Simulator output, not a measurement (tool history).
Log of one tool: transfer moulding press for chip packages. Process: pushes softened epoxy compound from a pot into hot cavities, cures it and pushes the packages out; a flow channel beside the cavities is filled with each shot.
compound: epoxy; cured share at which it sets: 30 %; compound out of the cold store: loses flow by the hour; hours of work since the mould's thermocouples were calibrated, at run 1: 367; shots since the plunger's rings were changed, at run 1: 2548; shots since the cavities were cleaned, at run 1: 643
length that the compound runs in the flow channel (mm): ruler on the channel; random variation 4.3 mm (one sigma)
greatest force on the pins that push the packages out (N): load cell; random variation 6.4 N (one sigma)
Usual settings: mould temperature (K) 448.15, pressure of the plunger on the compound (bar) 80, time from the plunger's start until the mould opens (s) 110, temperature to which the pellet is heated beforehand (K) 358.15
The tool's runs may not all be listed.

| run | day | mould temperature (K) | pressure of the plunger on the compound (bar) | time from the plunger's start until the mould opens (s) | temperature to which the pellet is heated beforehand (K) | hours of work since the mould's thermocouples were calibrated | shots since the plunger's rings were changed | shots since the cavities were cleaned | incoming compound's hours out of the cold store | length that the compound runs in the flow channel (mm) | greatest force on the pins that push the packages out (N) |
|---|---|---|---|---|---|---|---|---|---|---|---|
| 1 | 0 | 448.15 | 80 | 110 | 358.15 | 367 | 2548 | 643 | 36 | 612 | 392 |
| 2 | 0.383 | 448.15 | 80 | 110 | 358.15 | 374 | 2659 | 754 | 45.5 | 577 | 422 |
|  | 0.788 | cavities cleaned with cleaning compound and waxed |
| 3 | 0.8 | 448.15 | 80 | 110 | 358.15 | 380 | 2762 | 4 | 28 | 649 | 239 |
| 4 | 1.296 | 448.15 | 82.1 | 110 | 358.15 | 390 | 2906 | 148 | 11.1 | 738 | 291 |
| 5 | 1.717 | 448.15 | 82.1 | 110 | 358.15 | 397 | 3029 | 271 | 26.6 | 654 | 336 |
| 6 | 2.121 | 450.15 | 93.8 | 106 | 364.15 | 405 | 3146 | 388 | 32.4 | 667 | 337 |
| 7 | 2.533 | 448.15 | 80 | 126 | 358.15 | 412 | 3267 | 509 | 28.1 | 630 | 353 |
|  | 2.646 | mould's thermocouples calibrated |
| 8 | 3.067 | 448.15 | 80 | 126 | 358.15 | 8 | 3397 | 639 | 29.2 | 621 | 385 |
| 9 | 3.396 | 447.15 | 95.3 | 114 | 358.15 | 14 | 3492 | 734 | 8.5 | 798 | 398 |
|  | 3.633 | mould's thermocouples calibrated, once more |
| 10 | 3.692 | 448.15 | 80 | 109 | 366.15 | 1 | 3554 | 796 | 24 | 655 | 432 |

4 ways to go on from here, each from the tool as it stands after run 10. What would each give?
|  | 3.954 | cavities cleaned with cleaning compound and waxed |
| A | 4.2 | 448.15 | 80 | 110 | 361.15 | 9 | 3683 | 71 | 36.9 | ? | ? |
|  | 3.954 | cavities cleaned with cleaning compound and waxed |
| B | 4.2 | 443.15 | 80 | 147 | 368.15 | 9 | 3683 | 71 | 30 | ? | ? |
|  | 3.954 | cavities cleaned with cleaning compound and waxed |
| C | 4.2 | 448.15 | 64.9 | 139 | 358.15 | 9 | 3683 | 71 | 46.7 | ? | ? |
|  | 3.954 | cavities cleaned with cleaning compound and waxed |
| D | 4.2 | 448.15 | 67.9 | 109 | 367.15 | 9 | 3683 | 71 | 43.9 | ? | ? |

| run | length that the compound runs in the flow channel (mm) | greatest force on the pins that push the packages out (N) |
|---|---|---|
| A | 606 | 278 |
| B | 638 | 264 |
| C | 501 | 254 |
| D | 527 | 288 |
Without the tool's hidden state the same runs would have given:
| run | length that the compound runs in the flow channel (mm) | greatest force on the pins that push the packages out (N) |
|---|---|---|
| A | 636 | 250 |
| B | 669 | 237 |
| C | 525 | 228 |
| D | 552 | 257 |
